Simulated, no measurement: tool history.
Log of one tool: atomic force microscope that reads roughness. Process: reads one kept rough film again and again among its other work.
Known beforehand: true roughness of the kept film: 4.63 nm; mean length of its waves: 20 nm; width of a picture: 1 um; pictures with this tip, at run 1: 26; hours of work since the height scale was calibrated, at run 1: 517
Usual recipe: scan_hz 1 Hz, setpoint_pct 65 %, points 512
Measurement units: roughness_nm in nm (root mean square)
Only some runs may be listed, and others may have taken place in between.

run	day	scan_hz	setpoint_pct	points	pictures with this tip	hours of work since the height scale was calibrated	roughness_nm
1	0	1	65	512	26	517	3.057
2	0.612	1	65	512	48	528	2.885
3	1.233	1	65	512	69	538	2.674
# day 1.558: new tip fitted
4	1.8	1	65	512	8	547	3.277
5	2.688	3.01	65	512	40	562	2.821
6	3.296	1	65	687	61	572	2.728
# day 3.829: new tip fitted
7	4.079	1	65	512	9	585	3.253
8	4.567	1	65	512	26	593	3.069
9	5.462	0.55	65	512	57	608	2.803
# day 6.112: new tip fitted
10	6.233	0.55	65	512	5	621	3.37
11	6.804	0.55	65	512	25	631	3.101
12	7.796	0.55	65	512	59	647	2.77
# day 8.362: new tip fitted
13	8.604	0.55	65	512	8	661	3.277
14	9.438	0.54	65	512	37	675	2.94
15	10.079	0.54	65	512	60	685	2.752
# day 10.667: new tip fitted
16	10.725	1	65	512	2	696	3.338
17	11.708	1	65	512	36	712	2.998
18	12.296	1	65	512	57	722	2.788
# day 12.992: new tip fitted
19	13.212	1	65	272	8	737	3.216
20	13.617	1	65	272	22	744	3.089
21	14.096	1	65	512	39	752	2.957
22	14.638	1	65	512	58	761	2.806
# day 15.262: new tip fitted
23	15.558	1	65	512	11	776	3.133
24	16.308	1	65	512	37	789	2.854
25	16.892	1	65	652	57	799	2.69
# day 16.996: height scale calibrated on a step standard
# day 17.6: new tip fitted
26	17.679	1	60	512	3	11	3.269
27	18.3	1	60	362	25	22	2.982
28	19.1	3.58	88	467	53	35	2.446
29	19.667	3.58	89	361	73	45	2.266
# day 19.896: new tip fitted
30	20.475	3.58	89	361	20	58	2.695
# day 20.683: height scale calibrated on a step standard, once more
31	21.462	1	59	512	54	13	2.823
32	21.904	1	61	914	69	20	2.69
# day 22.242: new tip fitted
33	22.358	1.26	74	474	4	28	3.324
34	23.246	1	84	257	35	43	2.855
35	24.012	1	84	257	62	56	2.62
# day 24.588: new tip fitted
36	24.838	1	84	257	8	69	3.149
37	25.533	0.56	82	641	33	81	2.991
38	26.146	0.56	59	641	54	91	2.835
39	26.775	0.77	59	666	76	102	2.639
# day 26.858: new tip fitted
40	27.738	1.49	66	622	30	117	3.003
41	28.225	0.67	87	694	47	126	2.843
42	28.829	3.61	74	631	69	136	2.546
# day 29.138: new tip fitted
43	29.817	3.71	65	512	24	152	2.99
44	30.25	0.74	78	470	39	159	2.912
45	31.225	1	61	512	73	176	2.622
# day 31.433: new tip fitted
46	31.704	1	61	512	9	183	3.286
47	32.138	1	84	728	24	191	3.062
48	32.654	1	84	728	42	199	2.854
49	33.296	1.54	74	512	65	210	2.645
# day 33.746: new tip fitted
50	34.258	1.54	74	512	18	226	3.099
51	34.8	1	74	512	37	235	2.923
52	35.525	1.93	69	747	62	247	2.673

For some of the steps in roughness_nm from one run to the next: how much would appear even if the tool had no hidden state, given the settings, what came in and random variation, and how much remains for the hidden state plus any gauge scatter that the measured result and the result without hidden state don't share?
What the log doesn't record here: radius of the tip, nm; height scale over the true one, %; drift of the gauge itself on roughness_nm, %.
Run 3 -> 4: new tip fitted. roughness_nm +0.603 nm (root mean square): hidden state +0.611, all else -0.008.
Run 15 -> 16: scan_hz 0.54 -> 1, new tip fitted. roughness_nm +0.586 nm (root mean square): hidden state +0.634, all else -0.048.
Run 32 -> 33: scan_hz 1 -> 1.26, setpoint_pct 61 -> 74, points 914 -> 474, new tip fitted. roughness_nm +0.634 nm (root mean square): hidden state +0.72, all else -0.086.
Run 45 -> 46: new tip fitted. roughness_nm +0.664 nm (root mean square): hidden state +0.681, all else -0.017.
